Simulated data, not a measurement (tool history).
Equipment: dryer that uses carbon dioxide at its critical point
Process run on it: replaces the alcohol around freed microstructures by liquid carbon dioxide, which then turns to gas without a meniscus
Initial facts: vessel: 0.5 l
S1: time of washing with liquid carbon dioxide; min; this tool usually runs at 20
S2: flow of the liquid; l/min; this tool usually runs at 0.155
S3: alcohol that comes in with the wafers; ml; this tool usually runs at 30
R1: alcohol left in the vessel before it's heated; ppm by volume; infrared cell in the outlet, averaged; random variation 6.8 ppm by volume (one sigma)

run 1 hour=0 | S1=20 S2=0.155 S3=30 | R1=339
run 2 hour=7.6 | S1=20 S2=0.155 S3=30 | R1=339
run 3 hour=18.7 | S1=20 S2=0.155 S3=30 | R1=364
run 4 hour=31.2 | S1=20 S2=0.155 S3=31 | R1=378
run 5 hour=43.8 | S1=15 S2=0.155 S3=30 | R1=1317
run 6 hour=52.4 | S1=15 S2=0.155 S3=30 | R1=1381
run 7 hour=60 | S1=25 S2=0.155 S3=30 | R1=118
run 8 hour=68.5 | S1=20 S2=0.139 S3=30 | R1=659
run 9 hour=75.3 | S1=20 S2=0.155 S3=30 | R1=410
run 10 hour=86 | S1=21 S2=0.155 S3=30 | R1=336
run 11 hour=96.7 | S1=21 S2=0.155 S3=30 | R1=343
run 12 hour=109.7 | S1=21 S2=0.255 S3=30 | R1=19
run 13 hour=117.8 | S1=21 S2=0.255 S3=30 | R1=30
run 14 hour=126.1 | S1=21 S2=0.255 S3=30 | R1=22
run 15 hour=138.2 | S1=20 S2=0.155 S3=30 | R1=475
run 16 hour=145.1 | S1=20 S2=0.155 S3=30 | R1=476
run 17 hour=157.8 | S1=20 S2=0.116 S3=30 | R1=1636
run 18 hour=167.6 | S1=20 S2=0.116 S3=30 | R1=1717
run 19 hour=174.1 | S1=20 S2=0.116 S3=30 | R1=1666
run 20 hour=182.8 | S1=29 S2=0.116 S3=30 | R1=355
run 21 hour=193.4 | S1=20 S2=0.155 S3=30 | R1=552
run 22 hour=199.7 | S1=20 S2=0.155 S3=30 | R1=568
run 23 hour=211.9 | S1=20 S2=0.155 S3=30 | R1=574
run 24 hour=218.2 | S1=29 S2=0.161 S3=40 | R1=92
run 25 hour=231.4 | S1=14 S2=0.222 S3=106 | R1=2146
run 26 hour=239.5 | S1=14 S2=0.222 S3=106 | R1=2156
run 27 hour=245.1 | S1=14 S2=0.222 S3=106 | R1=2242
run 28 hour=257 | S1=17 S2=0.222 S3=51 | R1=419
-- hour=259.2 inlet filter changed
run 29 hour=267.8 | S1=17 S2=0.105 S3=97 | R1=9437
run 30 hour=276.4 | S1=26 S2=0.14 S3=40 | R1=198
run 31 hour=289.1 | S1=26 S2=0.14 S3=40 | R1=191
run 32 hour=296.2 | S1=20 S2=0.167 S3=30 | R1=242
run 33 hour=302.9 | S1=20 S2=0.155 S3=83 | R1=1000
run 34 hour=314.4 | S1=23 S2=0.159 S3=33 | R1=168
run 35 hour=322.3 | S1=23 S2=0.159 S3=33 | R1=194
run 36 hour=328.6 | S1=23 S2=0.206 S3=37 | R1=42
run 37 hour=334.7 | S1=22 S2=0.257 S3=73 | R1=33
run 38 hour=347.8 | S1=31 S2=0.173 S3=39 | R1=33
run 39 hour=357.3 | S1=13 S2=0.167 S3=22 | R1=1351
run 40 hour=363 | S1=13 S2=0.113 S3=33 | R1=5999
run 41 hour=373.2 | S1=15 S2=0.188 S3=30 | R1=678
run 42 hour=386.3 | S1=23 S2=0.103 S3=40 | R1=1900

Here are 5 independent what-if runs from the current tool condition. What would each one return?
run A hour=393 | S1=12 S2=0.132 S3=36 | R1=?
run B hour=393 | S1=27 S2=0.235 S3=75 | R1=?
run C hour=393 | S1=24 S2=0.137 S3=40 | R1=?
run D hour=393 | S1=20 S2=0.108 S3=30 | R1=?
run E hour=393 | S1=23 S2=0.182 S3=24 | R1=?

run=A R1=6029
run=B R1=28
run=C R1=452
run=D R1=1966
run=E R1=81
Had the tool no hidden state, the same runs would have come out as:
run=A R1=4959
run=B R1=10
run=C R1=297
run=D R1=1500
run=E R1=40
